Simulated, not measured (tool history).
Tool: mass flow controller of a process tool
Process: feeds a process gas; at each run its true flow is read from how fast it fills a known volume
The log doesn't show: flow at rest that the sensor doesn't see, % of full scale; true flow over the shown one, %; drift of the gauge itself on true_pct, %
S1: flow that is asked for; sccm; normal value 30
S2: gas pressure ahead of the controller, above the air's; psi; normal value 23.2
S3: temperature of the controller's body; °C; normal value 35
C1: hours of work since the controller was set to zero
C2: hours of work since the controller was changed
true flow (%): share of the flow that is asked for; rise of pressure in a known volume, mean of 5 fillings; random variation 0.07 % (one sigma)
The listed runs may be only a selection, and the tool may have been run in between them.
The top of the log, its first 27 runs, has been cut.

Run 28, hour 5689: usual settings but S1 5 sccm, S2 23.1 psi, S3 36 °C; C1 4548; C2 4548. Result: true flow (%) 106.64.
Run 29, hour 6024.8: usual settings but S1 5 sccm, S2 23.1 psi, S3 36 °C; C1 4813; C2 4813. Result: true flow (%) 107.09.
Run 30, hour 6185.4: usual settings but S1 5 sccm, S2 23.1 psi, S3 36 °C; C1 4939; C2 4939. Result: true flow (%) 107.28.
Run 31, hour 6490.8: usual settings but S1 7 sccm, S2 38.9 psi; C1 5180; C2 5180. Result: true flow (%) 106.58.
Run 32, hour 6661.5: usual settings but S1 45 sccm; C1 5314; C2 5314. Result: true flow (%) 103.65.
Run 33, hour 6827.5: usual settings but S2 21.5 psi, S3 21 °C; C1 5445; C2 5445. Result: true flow (%) 102.21.
Run 34, hour 6993: usual settings but S1 23 sccm, S2 25.5 psi, S3 33 °C; C1 5576; C2 5576. Result: true flow (%) 103.37.
Run 35, hour 7316.9: usual settings but S1 23 sccm, S2 25.5 psi, S3 33 °C; C1 5831; C2 5831. Result: true flow (%) 103.53.
Run 36, hour 7636.5: usual settings but S1 6 sccm, S2 23.5 psi, S3 27 °C; C1 6083; C2 6083. Result: true flow (%) 107.69.
Run 37, hour 7852.4: usual settings but S1 6 sccm, S2 23.5 psi, S3 27 °C; C1 6253; C2 6253. Result: true flow (%) 107.93.
Run 38, hour 8176.5: usual settings but S1 5 sccm; C1 6508; C2 6508. Result: true flow (%) 110.29.
Run 39, hour 8498.1: usual settings but S1 10 sccm, S2 24.5 psi; C1 6762; C2 6762. Result: true flow (%) 106.45.
Run 40, hour 8695.5: usual settings but S1 14 sccm, S2 24.5 psi, S3 38 °C; C1 6917; C2 6917. Result: true flow (%) 105.64.
Run 41, hour 9025.3: usual settings but S1 14 sccm, S2 24.5 psi, S3 38 °C; C1 7177; C2 7177. Result: true flow (%) 105.75.
Run 42, hour 9243.9: usual settings but S2 25.7 psi, S3 21 °C; C1 7350; C2 7350. Result: true flow (%) 103.91.
Run 43, hour 9439.9: usual settings but S1 9 sccm, S3 22 °C; C1 7504; C2 7504. Result: true flow (%) 107.05.
At hour 9539.1: controller's zero set anew.
Run 44, hour 9687.7: usual settings but S3 24 °C; C1 117; C2 7699. Result: true flow (%) 102.4.
Run 45, hour 9992.8: usual settings but S3 24 °C; C1 358; C2 7939. Result: true flow (%) 102.58.
Run 46, hour 10155.4: usual settings but S1 41 sccm, S2 24.9 psi, S3 26 °C; C1 486; C2 8067. Result: true flow (%) 103.55.
At hour 10313.8: controller exchanged for a calibrated one.
Run 47, hour 10489.1: usual settings but S2 34.7 psi, S3 23 °C; C1 138; C2 138. Result: true flow (%) 99.16.
Run 48, hour 10703.1: usual settings but S1 27 sccm, S2 20.9 psi, S3 23 °C; C1 307; C2 307. Result: true flow (%) 98.44.

3 ways to go on from here, each from the tool as it stands after run 48. What would each give?
Run A, hour 10958.1: usual settings but S1 41 sccm, S2 24.1 psi, S3 23 °C; C1 508; C2 508. Result: true flow (%) ?.
Run B, hour 10958.1: usual settings but S2 27.1 psi, S3 21 °C; C1 508; C2 508. Result: true flow (%) ?.
Run C, hour 10958.1: usual settings but S1 27 sccm, S2 31.3 psi, S3 30 °C; C1 508; C2 508. Result: true flow (%) ?.

run  true flow (%)
  A          99.45
  B           98.8
  C          99.51
Without the tool's hidden state the same runs would have given:
run  true flow (%)
  A           99.1
  B           98.4
  C           99.1
